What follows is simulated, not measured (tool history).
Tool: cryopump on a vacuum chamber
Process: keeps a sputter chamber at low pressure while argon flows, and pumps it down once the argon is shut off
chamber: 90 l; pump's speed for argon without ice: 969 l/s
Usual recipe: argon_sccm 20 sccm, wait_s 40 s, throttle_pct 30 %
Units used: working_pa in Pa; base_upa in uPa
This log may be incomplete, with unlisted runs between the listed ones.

run,day,argon_sccm,wait_s,throttle_pct,working_pa,base_upa
1,0,20,40,30,0.1274,3.9
2,0.729,20,40,30,0.1284,3.9
3,1.588,20,40,30,0.1278,4
4,2.646,20,40,30,0.1277,4.03
5,3.417,20,40,30,0.1275,4.19
6,4.546,20,40,30,0.1283,4.18
7,5.279,20,40,27,0.1433,4.16
8,6.238,20,40,27,0.1424,4.09
9,7.242,20,40,27,0.1424,4.11
10,7.742,20,40,27,0.1442,4.22
11,8.517,20,40,24,0.1597,4.32
12,9.396,20,40,30,0.1313,4.2
13,10.212,20,40,30,0.131,4.4
14,10.996,20,40,30,0.1325,4.5
15,11.638,20,40,30,0.1323,4.34
16,12.204,20,40,56,0.0793,4.51
# day 12.479: pump warmed up, emptied and cooled again
17,12.942,20,40,56,0.0625,3.78
18,13.458,11,40,56,0.0341,3.82
19,14.304,15,118,35,0.0748,2.31
20,15.196,15,118,35,0.0756,2.33
21,15.692,15,118,35,0.0765,2.4
22,16.317,15,118,35,0.0772,2.41
23,17.004,17,214,32,0.0946,2.06
24,17.804,25,40,26,0.1701,3.9
25,18.4,25,40,26,0.17,3.86
26,19.117,25,40,26,0.1709,3.95
27,19.812,10,44,21,0.0842,3.83
28,20.85,32,40,25,0.2312,3.95
29,21.388,30,40,30,0.1799,4.06
30,22.458,30,40,30,0.1824,4.02
31,23.05,12,55,16,0.1327,3.46
32,24.062,34,40,17,0.3575,4.18
33,24.546,34,133,22,0.2758,2.54

3 options for the next run, each taken on its own from the tool as it stands now. Forecast them:
A,25.571,21,32,47,?,?
B,25.571,34,86,22,?,?
C,25.571,34,133,50,?,?

run,working_pa,base_upa
A,0.0831,4.78
B,0.2759,2.91
C,0.1253,2.57
Without the tool's hidden state the same runs would have given:
run,working_pa,base_upa
A,0.0782,3.18
B,0.2681,1.35
C,0.1175,1.01
